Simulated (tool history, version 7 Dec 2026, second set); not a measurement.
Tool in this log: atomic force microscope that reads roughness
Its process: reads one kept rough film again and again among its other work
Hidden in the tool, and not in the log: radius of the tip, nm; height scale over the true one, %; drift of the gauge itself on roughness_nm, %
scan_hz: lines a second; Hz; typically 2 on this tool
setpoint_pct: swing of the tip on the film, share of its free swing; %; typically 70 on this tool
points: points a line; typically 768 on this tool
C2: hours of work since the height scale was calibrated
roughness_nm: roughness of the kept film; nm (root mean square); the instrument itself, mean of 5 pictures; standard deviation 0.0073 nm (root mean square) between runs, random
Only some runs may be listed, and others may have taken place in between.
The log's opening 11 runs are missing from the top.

Run 12, hour 138.2: usual settings; pictures with this tip 137; C2 177. Result: roughness_nm 1.42 nm (root mean square).
Run 13, hour 146.2: usual settings; pictures with this tip 146; C2 182. Result: roughness_nm 1.419 nm (root mean square).
Run 14, hour 160.8: usual settings; pictures with this tip 162; C2 193. Result: roughness_nm 1.404 nm (root mean square).
Run 15, hour 169: usual settings; pictures with this tip 171; C2 198. Result: roughness_nm 1.404 nm (root mean square).
Run 16, hour 179.6: usual settings but setpoint_pct 71 %; pictures with this tip 182; C2 206. Result: roughness_nm 1.371 nm (root mean square).
Run 17, hour 188.2: usual settings but setpoint_pct 71 %; pictures with this tip 192; C2 212. Result: roughness_nm 1.371 nm (root mean square).
Run 18, hour 203.8: usual settings but setpoint_pct 71 %; pictures with this tip 209; C2 223. Result: roughness_nm 1.368 nm (root mean square).
Run 19, hour 218.2: usual settings but setpoint_pct 71 %; pictures with this tip 224; C2 233. Result: roughness_nm 1.341 nm (root mean square).
Run 20, hour 227.6: usual settings but setpoint_pct 71 %; pictures with this tip 235; C2 239. Result: roughness_nm 1.342 nm (root mean square).
Run 21, hour 239.4: usual settings but scan_hz 0.84 Hz; pictures with this tip 248; C2 247. Result: roughness_nm 1.438 nm (root mean square).
Run 22, hour 247.3: usual settings but scan_hz 1.13 Hz, setpoint_pct 73 %, points 262; pictures with this tip 256; C2 253. Result: roughness_nm 1.341 nm (root mean square).
Run 23, hour 255.5: usual settings but scan_hz 1.59 Hz, setpoint_pct 74 %, points 988; pictures with this tip 265; C2 259. Result: roughness_nm 1.336 nm (root mean square).
At hour 257.8: height scale calibrated on a step standard.
Run 24, hour 270.8: usual settings but scan_hz 0.58 Hz, setpoint_pct 88 %, points 745; pictures with this tip 281; C2 9. Result: roughness_nm 1.368 nm (root mean square).
At hour 281.8: height scale calibrated on a step standard, once more.
Run 25, hour 287.8: usual settings but points 276; pictures with this tip 298; C2 4. Result: roughness_nm 1.265 nm (root mean square).
Run 26, hour 295.1: usual settings but scan_hz 1.48 Hz; pictures with this tip 306; C2 9. Result: roughness_nm 1.336 nm (root mean square).
Run 27, hour 305.7: usual settings but scan_hz 1.48 Hz; pictures with this tip 318; C2 17. Result: roughness_nm 1.342 nm (root mean square).
Run 28, hour 317.6: usual settings but scan_hz 2.16 Hz, setpoint_pct 76 %; pictures with this tip 331; C2 25. Result: roughness_nm 1.223 nm (root mean square).
Run 29, hour 325.3: usual settings but scan_hz 3.98 Hz, setpoint_pct 64 %; pictures with this tip 339; C2 30. Result: roughness_nm 1.221 nm (root mean square).
Run 30, hour 334.3: usual settings but scan_hz 1.27 Hz, setpoint_pct 77 %, points 445; pictures with this tip 349; C2 37. Result: roughness_nm 1.271 nm (root mean square).
Run 31, hour 342.6: usual settings but scan_hz 1.27 Hz, setpoint_pct 77 %, points 445; pictures with this tip 358; C2 42. Result: roughness_nm 1.265 nm (root mean square).
Run 32, hour 358.4: usual settings but scan_hz 1.27 Hz, setpoint_pct 77 %, points 468; pictures with this tip 375; C2 53. Result: roughness_nm 1.252 nm (root mean square).

Run 33, settings as shown, results not yet in. Your forecast:
At hour 366.1: new tip fitted.
Run 33, hour 370: usual settings but scan_hz 0.67 Hz, setpoint_pct 84 %, points 468; pictures with this tip 5; C2 61. Result: roughness_nm ?.

{"run 33": {"roughness_nm": 1.571}}
Had the tool carried no hidden state, the very same run would have given roughness_nm 1.579 nm (root mean square).
